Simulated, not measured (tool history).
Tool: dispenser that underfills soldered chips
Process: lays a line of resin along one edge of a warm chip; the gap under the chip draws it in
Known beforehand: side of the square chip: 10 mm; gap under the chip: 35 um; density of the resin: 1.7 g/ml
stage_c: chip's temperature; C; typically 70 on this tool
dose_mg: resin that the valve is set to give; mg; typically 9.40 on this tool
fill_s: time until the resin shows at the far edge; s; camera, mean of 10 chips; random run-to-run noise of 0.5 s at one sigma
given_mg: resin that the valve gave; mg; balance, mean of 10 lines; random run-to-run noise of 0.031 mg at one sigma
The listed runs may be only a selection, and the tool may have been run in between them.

run    day  stage_c  dose_mg  fill_s  given_mg
  1  0.000       70     9.40    44.0      9.12
  2  0.229       70     9.40    63.8      9.09
     0.271  -- new syringe of resin
  3  0.421       70     8.31    55.9      8.05
     0.512  -- dispensing valve cleaned and set on the balance
     0.612  -- new syringe of resin
  4  0.804       70     8.31    58.1      8.32
     0.921  -- new syringe of resin
  5  1.092       70     8.31    57.5      8.29
     1.225  -- new syringe of resin
  6  1.321       70     8.31    50.9      8.33
     1.525  -- new syringe of resin
  7  1.558       70     8.31    46.4      8.21
  8  1.746       70     9.40    60.3      9.31
     1.821  -- new syringe of resin
  9  1.908       70     9.40    49.3      9.29
     2.125  -- new syringe of resin
 10  2.183       70     9.40    47.9      9.30
     2.425  -- new syringe of resin
 11  2.488       70     9.40    47.7      9.31
 12  2.658       70     9.40    62.7      9.23
     2.717  -- new syringe of resin
 13  2.942       70    10.36    61.7     10.18
     3.012  -- new syringe of resin
 14  3.092       70    10.36    49.4     10.15
     3.300  -- new syringe of resin
 15  3.321       70     8.54    44.9      8.31
     3.600  -- new syringe of resin
 16  3.642       75     9.40    36.5      9.16
 17  3.846       70     9.05    64.9      8.80
     3.912  -- new syringe of resin
 18  4.075       70     9.05    57.3      8.80
     4.225  -- new syringe of resin
 19  4.233       70     9.05    44.2      8.71
 20  4.392       73     8.19    50.9      7.97
     4.529  -- new syringe of resin
 21  4.571       73     8.19    41.5      7.92
     4.733  -- dispensing valve cleaned and set on the balance
     4.888  -- new syringe of resin
 22  4.892       73     8.19    39.6      8.23
 23  5.162       73     8.19    59.9      8.17
     5.192  -- new syringe of resin
 24  5.454       61     9.12    98.9      9.08
     5.496  -- new syringe of resin
     5.796  -- new syringe of resin
 25  5.796       81    11.03    27.8     10.93
 26  5.950       78     9.40    39.5      9.35
     6.108  -- new syringe of resin
 27  6.133       78     9.40    32.1      9.32
     6.417  -- new syringe of resin
 28  6.417       71     9.40    42.4      9.30
     6.712  -- new syringe of resin
 29  6.717       81    12.17    27.2     12.01
 30  6.921       81    12.17    36.7     11.97
     7.017  -- new syringe of resin
 31  7.142       81    12.17    32.0     12.07
     7.304  -- new syringe of resin
 32  7.383       57     9.60    92.9      9.49

Below are 5 alternative next runs, each starting from the tool's condition after run 32. Predict each:
     7.604  -- new syringe of resin
  A  7.617       60     9.60       ?         ?
     7.604  -- new syringe of resin
  B  7.617       60     9.60       ?         ?
     7.604  -- new syringe of resin
  C  7.617       68    10.15       ?         ?
     7.604  -- new syringe of resin
  D  7.617       68     9.88       ?         ?
     7.604  -- new syringe of resin
  E  7.617       61     8.05       ?         ?

run  fill_s  given_mg
  A    73.4      9.39
  B    72.2      9.44
  C    50.0      9.96
  D    50.7      9.68
  E    73.6      7.86
Take away the tool's hidden state, keep each run's random variation, and the runs would have read:
run  fill_s  given_mg
  A    62.9      9.57
  B    61.8      9.62
  C    43.1     10.15
  D    43.7      9.87
  E    62.9      8.02
